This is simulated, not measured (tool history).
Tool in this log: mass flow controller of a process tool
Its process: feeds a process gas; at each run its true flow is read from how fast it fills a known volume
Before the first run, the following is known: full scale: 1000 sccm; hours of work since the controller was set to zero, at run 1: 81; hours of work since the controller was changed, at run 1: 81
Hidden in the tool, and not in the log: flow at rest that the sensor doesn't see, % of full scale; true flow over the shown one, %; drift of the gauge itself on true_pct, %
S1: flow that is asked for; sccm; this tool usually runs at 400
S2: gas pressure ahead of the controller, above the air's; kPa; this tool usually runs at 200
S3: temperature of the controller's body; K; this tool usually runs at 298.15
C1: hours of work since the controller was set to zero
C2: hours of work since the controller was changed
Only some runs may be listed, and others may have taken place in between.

run 1 day=0.000 | S1=400 S2=200 S3=298.15 | C1=81 C2=81 | true_flow_(%)=99.64
run 2 day=6.696 | S1=400 S2=200 S3=298.15 | C1=149 C2=149 | true_flow_(%)=99.67
run 3 day=13.096 | S1=400 S2=200 S3=298.15 | C1=213 C2=213 | true_flow_(%)=99.65
run 4 day=18.325 | S1=400 S2=166 S3=298.15 | C1=266 C2=266 | true_flow_(%)=99.46
run 5 day=29.704 | S1=400 S2=166 S3=298.15 | C1=380 C2=380 | true_flow_(%)=99.49
run 6 day=38.929 | S1=400 S2=166 S3=311.15 | C1=473 C2=473 | true_flow_(%)=98.52
run 7 day=44.471 | S1=400 S2=166 S3=311.15 | C1=529 C2=529 | true_flow_(%)=98.45
run 8 day=55.838 | S1=400 S2=200 S3=298.15 | C1=643 C2=643 | true_flow_(%)=99.30
run 9 day=66.362 | S1=400 S2=143 S3=298.15 | C1=749 C2=749 | true_flow_(%)=99.17
run 10 day=76.654 | S1=400 S2=143 S3=298.15 | C1=853 C2=853 | true_flow_(%)=99.04
run 11 day=83.954 | S1=400 S2=143 S3=298.15 | C1=927 C2=927 | true_flow_(%)=99.11
run 12 day=94.492 | S1=400 S2=200 S3=298.15 | C1=1033 C2=1033 | true_flow_(%)=99.14
run 13 day=101.121 | S1=400 S2=200 S3=298.15 | C1=1099 C2=1099 | true_flow_(%)=99.22
run 14 day=107.133 | S1=400 S2=200 S3=295.15 | C1=1160 C2=1160 | true_flow_(%)=99.30
run 15 day=116.612 | S1=400 S2=200 S3=295.15 | C1=1255 C2=1255 | true_flow_(%)=99.23
run 16 day=128.050 | S1=400 S2=200 S3=298.15 | C1=1371 C2=1371 | true_flow_(%)=99.09
run 17 day=139.367 | S1=400 S2=200 S3=298.15 | C1=1485 C2=1485 | true_flow_(%)=98.90
-- day=139.954 controller's zero set anew
run 18 day=144.662 | S1=400 S2=200 S3=298.15 | C1=47 C2=1538 | true_flow_(%)=98.85
run 19 day=152.767 | S1=400 S2=200 S3=298.15 | C1=129 C2=1619 | true_flow_(%)=98.74
run 20 day=162.642 | S1=400 S2=200 S3=313.15 | C1=228 C2=1719 | true_flow_(%)=97.78
run 21 day=172.383 | S1=400 S2=200 S3=298.15 | C1=327 C2=1817 | true_flow_(%)=98.59
run 22 day=183.596 | S1=400 S2=200 S3=298.15 | C1=439 C2=1930 | true_flow_(%)=98.52
run 23 day=189.717 | S1=182 S2=200 S3=308.15 | C1=501 C2=1991 | true_flow_(%)=96.72
-- day=200.821 controller's zero set anew, once more
run 24 day=200.821 | S1=182 S2=200 S3=308.15 | C1=0 C2=2103 | true_flow_(%)=98.28
run 25 day=207.329 | S1=182 S2=200 S3=308.15 | C1=66 C2=2169 | true_flow_(%)=98.21
run 26 day=212.608 | S1=182 S2=198 S3=305.15 | C1=119 C2=2222 | true_flow_(%)=98.44
run 27 day=221.075 | S1=971 S2=174 S3=300.15 | C1=204 C2=2307 | true_flow_(%)=99.33
run 28 day=226.021 | S1=971 S2=194 S3=300.15 | C1=254 C2=2357 | true_flow_(%)=99.45
run 29 day=237.029 | S1=400 S2=175 S3=298.15 | C1=365 C2=2468 | true_flow_(%)=98.96
run 30 day=247.467 | S1=369 S2=183 S3=298.15 | C1=470 C2=2573 | true_flow_(%)=98.83
run 31 day=256.012 | S1=369 S2=183 S3=298.15 | C1=556 C2=2659 | true_flow_(%)=98.86
run 32 day=266.925 | S1=480 S2=187 S3=310.15 | C1=666 C2=2769 | true_flow_(%)=98.18
run 33 day=278.608 | S1=480 S2=187 S3=310.15 | C1=783 C2=2886 | true_flow_(%)=98.19
run 34 day=288.792 | S1=480 S2=187 S3=310.15 | C1=886 C2=2989 | true_flow_(%)=97.95
run 35 day=300.375 | S1=400 S2=253 S3=304.15 | C1=1003 C2=3106 | true_flow_(%)=98.62
run 36 day=306.658 | S1=459 S2=200 S3=298.15 | C1=1066 C2=3169 | true_flow_(%)=98.88
run 37 day=314.279 | S1=459 S2=200 S3=309.15 | C1=1143 C2=3246 | true_flow_(%)=98.00
run 38 day=322.579 | S1=331 S2=271 S3=300.15 | C1=1226 C2=3329 | true_flow_(%)=98.64
run 39 day=329.192 | S1=695 S2=188 S3=304.15 | C1=1293 C2=3396 | true_flow_(%)=98.66
run 40 day=338.262 | S1=695 S2=214 S3=304.15 | C1=1384 C2=3487 | true_flow_(%)=98.62
run 41 day=347.325 | S1=431 S2=274 S3=303.15 | C1=1475 C2=3578 | true_flow_(%)=98.36
run 42 day=359.088 | S1=204 S2=240 S3=294.15 | C1=1594 C2=3697 | true_flow_(%)=98.12
run 43 day=366.262 | S1=753 S2=240 S3=294.15 | C1=1666 C2=3769 | true_flow_(%)=99.40
run 44 day=376.800 | S1=400 S2=202 S3=298.15 | C1=1772 C2=3875 | true_flow_(%)=98.24

For each entry between runs, how does the tool's hidden state at the last listed run before it compare with that at the first listed run after it?
Runs 17 to 18: controller's zero set anew (day 139.954)
  flow at rest that the sensor doesn't see, % of full scale: -0.207 -> -0.274; true flow over the shown one, %: -0.13 -> -0.15
  measured minus no-state result, true flow (%): -0.66 -> -0.83
Runs 23 to 24: controller's zero set anew, once more (day 200.821)
  flow at rest that the sensor doesn't see, % of full scale: -0.331 -> -0.054; true flow over the shown one, %: -0.23 -> -0.26
  measured minus no-state result, true flow (%): -2.05 -> -0.55
